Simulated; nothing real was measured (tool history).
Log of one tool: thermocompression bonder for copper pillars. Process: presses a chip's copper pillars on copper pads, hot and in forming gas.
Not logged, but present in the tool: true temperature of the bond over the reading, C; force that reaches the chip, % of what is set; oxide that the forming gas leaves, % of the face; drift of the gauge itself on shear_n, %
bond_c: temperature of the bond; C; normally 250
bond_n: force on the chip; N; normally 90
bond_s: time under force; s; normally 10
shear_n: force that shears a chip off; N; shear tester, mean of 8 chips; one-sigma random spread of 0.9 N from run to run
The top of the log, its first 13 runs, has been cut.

run	hour	bond_c	bond_n	bond_s	hours of work since the heater was calibrated	hours of work since the force cell was calibrated	hours of work since the gas filter was changed	shear_n
14	727.7	250	70	10	335	760	136	68.4
# hour 772: forming gas filter changed
15	795.1	250	70	10	383	808	17	70
16	855.4	236	70	10	427	852	60	55
17	921	236	70	10	474	899	108	55.4
18	981.6	236	70	10	518	943	152	55.5
# hour 1003.2: forming gas filter changed
19	1035.4	256	83	10	557	982	23	79.4
20	1112.1	258	78	6	612	1037	79	68.4
# hour 1166.5: heater calibrated with a thermocouple chip
21	1184.9	258	78	6	13	1089	130	69
# hour 1233.5: forming gas filter changed
22	1238.2	258	78	27	52	1127	3	93.8
23	1304.4	258	78	27	99	1175	51	92.3
24	1346.6	258	78	27	130	1205	82	94.7
25	1388.1	253	117	18	160	1235	112	92.4
26	1448.7	273	70	10	204	1279	156	86.5
# hour 1465.7: forming gas filter changed
27	1521.9	277	58	18	256	1332	41	93.4
28	1568.1	277	129	21	290	1365	74	102.1
29	1617	246	91	29	325	1400	109	90.6
30	1681	222	91	29	372	1447	156	71.5
# hour 1695.8: forming gas filter changed
31	1713.6	222	91	29	395	1470	13	71.8
32	1757.5	222	91	29	426	1502	45	70.2
33	1829.7	249	123	13	479	1554	97	86.7

5 ways to go on from here, each from the tool as it stands after run 33. What would each give?
# hour 1853.9: force cell calibrated
A	1883.4	247	90	7	517	21	135	?
# hour 1853.9: force cell calibrated
B	1883.4	238	63	10	517	21	135	?
# hour 1853.9: force cell calibrated
C	1883.4	253	103	13	517	21	135	?
# hour 1853.9: force cell calibrated
D	1883.4	241	90	10	517	21	135	?
# hour 1853.9: force cell calibrated
E	1883.4	226	63	20	517	21	135	?

run	shear_n
A	64.8
B	56.5
C	84.9
D	67.2
E	58.1
The same runs, with their run-to-run variation unchanged, on a tool lacking any hidden condition would have given:
run	shear_n
A	64.8
B	56.4
C	84.9
D	67.1
E	58
